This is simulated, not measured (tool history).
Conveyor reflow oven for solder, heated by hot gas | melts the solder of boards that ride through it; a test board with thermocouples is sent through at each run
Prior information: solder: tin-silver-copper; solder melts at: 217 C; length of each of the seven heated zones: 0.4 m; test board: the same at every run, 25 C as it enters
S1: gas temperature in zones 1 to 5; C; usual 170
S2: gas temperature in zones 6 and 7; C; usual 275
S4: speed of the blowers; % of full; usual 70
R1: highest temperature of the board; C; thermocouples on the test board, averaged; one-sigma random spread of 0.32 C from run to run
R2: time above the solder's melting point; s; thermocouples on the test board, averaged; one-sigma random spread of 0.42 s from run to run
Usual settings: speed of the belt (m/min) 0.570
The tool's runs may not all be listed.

run 1 hour=0.0 | S1=170 S2=275 speed_of_the_belt_(m/min)=0.570 S4=70 | R1=256.1 R2=64.6
run 2 hour=34.0 | S1=170 S2=275 speed_of_the_belt_(m/min)=0.570 S4=64 | R1=254.2 R2=63.8
run 3 hour=65.8 | S1=170 S2=275 speed_of_the_belt_(m/min)=0.533 S4=70 | R1=258.2 R2=70.7
run 4 hour=93.5 | S1=156 S2=275 speed_of_the_belt_(m/min)=0.570 S4=70 | R1=252.3 R2=56.9
-- hour=107.9 flux residue cleaned out of gas plates and filters
run 5 hour=120.2 | S1=156 S2=275 speed_of_the_belt_(m/min)=0.570 S4=70 | R1=254.8 R2=59.3
run 6 hour=141.3 | S1=156 S2=275 speed_of_the_belt_(m/min)=0.570 S4=70 | R1=254.5 R2=59.3
run 7 hour=167.0 | S1=156 S2=275 speed_of_the_belt_(m/min)=0.570 S4=70 | R1=254.5 R2=58.4
run 8 hour=186.7 | S1=156 S2=275 speed_of_the_belt_(m/min)=0.570 S4=70 | R1=254.4 R2=58.3
run 9 hour=224.3 | S1=156 S2=275 speed_of_the_belt_(m/min)=0.570 S4=70 | R1=253.7 R2=58.5
run 10 hour=249.6 | S1=170 S2=275 speed_of_the_belt_(m/min)=0.646 S4=70 | R1=251.3 R2=52.8
run 11 hour=287.1 | S1=170 S2=275 speed_of_the_belt_(m/min)=0.646 S4=70 | R1=250.8 R2=53.1
run 12 hour=327.4 | S1=170 S2=275 speed_of_the_belt_(m/min)=0.646 S4=70 | R1=250.8 R2=51.8
-- hour=344.0 flux residue cleaned out of gas plates and filters
run 13 hour=349.5 | S1=170 S2=275 speed_of_the_belt_(m/min)=0.570 S4=70 | R1=258.5 R2=66.6
run 14 hour=390.4 | S1=170 S2=275 speed_of_the_belt_(m/min)=0.570 S4=70 | R1=258.3 R2=66.9
run 15 hour=430.6 | S1=169 S2=275 speed_of_the_belt_(m/min)=0.570 S4=70 | R1=257.7 R2=65.8
run 16 hour=447.6 | S1=169 S2=277 speed_of_the_belt_(m/min)=0.570 S4=89 | R1=263.2 R2=69.7
run 17 hour=480.2 | S1=170 S2=269 speed_of_the_belt_(m/min)=0.651 S4=54 | R1=243.2 R2=42.9
run 18 hour=498.7 | S1=170 S2=269 speed_of_the_belt_(m/min)=0.651 S4=73 | R1=247.3 R2=49.7
run 19 hour=529.8 | S1=170 S2=269 speed_of_the_belt_(m/min)=0.651 S4=73 | R1=247.4 R2=48.9
run 20 hour=551.0 | S1=170 S2=269 speed_of_the_belt_(m/min)=0.651 S4=73 | R1=247.3 R2=49.0

For run 21, what comes out?
run 21 hour=570.0 | S1=178 S2=280 speed_of_the_belt_(m/min)=0.651 S4=62 | R1=? R2=?

Logged for run 21: R1 254.7 C, R2 57.8 s.
Take away the tool's hidden state, keep the run-to-run variation as it was, and the same run would have given R1 252.6 C, R2 54.7 s.
